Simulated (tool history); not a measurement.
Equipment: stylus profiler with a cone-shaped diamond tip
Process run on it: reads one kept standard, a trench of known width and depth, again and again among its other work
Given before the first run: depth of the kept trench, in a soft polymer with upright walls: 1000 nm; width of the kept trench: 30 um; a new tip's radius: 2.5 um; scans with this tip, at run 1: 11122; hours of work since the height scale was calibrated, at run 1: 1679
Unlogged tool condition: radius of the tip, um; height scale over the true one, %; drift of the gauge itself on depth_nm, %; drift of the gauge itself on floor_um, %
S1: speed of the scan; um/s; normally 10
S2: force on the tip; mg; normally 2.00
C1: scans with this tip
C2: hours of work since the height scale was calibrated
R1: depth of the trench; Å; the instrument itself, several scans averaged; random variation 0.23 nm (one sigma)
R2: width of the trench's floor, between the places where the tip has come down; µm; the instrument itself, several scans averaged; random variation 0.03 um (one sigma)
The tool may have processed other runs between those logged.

Run 1, hour 0.0: usual settings; C1 11122; C2 1679. Result: R1 10167.2 Å, R2 25.31 µm.
Run 2, hour 49.2: usual settings; C1 11366; C2 1716. Result: R1 10172.7 Å, R2 25.30 µm.
Run 3, hour 98.3: usual settings but S1 3 um/s; C1 11610; C2 1753. Result: R1 10177.5 Å, R2 25.30 µm.
Run 4, hour 149.5: usual settings but S1 3 um/s; C1 11864; C2 1791. Result: R1 10174.9 Å, R2 25.27 µm.
Run 5, hour 185.7: usual settings but S1 3 um/s; C1 12044; C2 1818. Result: R1 10176.6 Å, R2 25.28 µm.
Run 6, hour 237.1: usual settings but S1 3 um/s; C1 12299; C2 1857. Result: R1 10179.7 Å, R2 25.26 µm.
Run 7, hour 272.2: usual settings but S1 3 um/s, S2 0.96 mg; C1 12474; C2 1883. Result: R1 10140.0 Å, R2 25.26 µm.
At hour 277.0: height scale calibrated on a step standard.
Run 8, hour 310.6: usual settings but S1 3 um/s, S2 0.96 mg; C1 12662; C2 25. Result: R1 10194.8 Å, R2 25.30 µm.
Run 9, hour 363.8: usual settings; C1 12926; C2 65. Result: R1 10234.4 Å, R2 25.19 µm.
Run 10, hour 405.1: usual settings but S2 3.01 mg; C1 13131; C2 96. Result: R1 10257.2 Å, R2 25.19 µm.
At hour 447.1: height scale calibrated on a step standard, once more.
Run 11, hour 450.9: usual settings but S2 3.01 mg; C1 13356; C2 3. Result: R1 10127.9 Å, R2 25.18 µm.
Run 12, hour 500.7: usual settings but S1 11 um/s, S2 2.34 mg; C1 13604; C2 40. Result: R1 10107.0 Å, R2 25.14 µm.
Run 13, hour 553.3: usual settings but S1 11 um/s, S2 2.34 mg; C1 13865; C2 80. Result: R1 10109.0 Å, R2 25.16 µm.
Run 14, hour 601.6: usual settings but S1 2 um/s, S2 5.50 mg; C1 14105; C2 116. Result: R1 10192.9 Å, R2 25.17 µm.
Run 15, hour 653.2: usual settings but S1 2 um/s, S2 5.50 mg; C1 14361; C2 155. Result: R1 10196.1 Å, R2 25.15 µm.
Run 16, hour 685.1: usual settings but S1 2 um/s, S2 5.50 mg; C1 14519; C2 178. Result: R1 10194.1 Å, R2 25.15 µm.
Run 17, hour 726.6: usual settings but S1 7 um/s, S2 0.71 mg; C1 14725; C2 210. Result: R1 10054.1 Å, R2 25.08 µm.

Predict the results of run 18:
Run 18, hour 772.6: usual settings but S1 7 um/s, S2 0.71 mg; C1 14953; C2 244. Result: R1 ?, R2 ?.

R1: 10056.9 Å
R2: 25.11 µm
On a tool with no hidden condition, and with the same random variation, this run would have come out at R1 10045.8 Å, R2 25.97 µm.
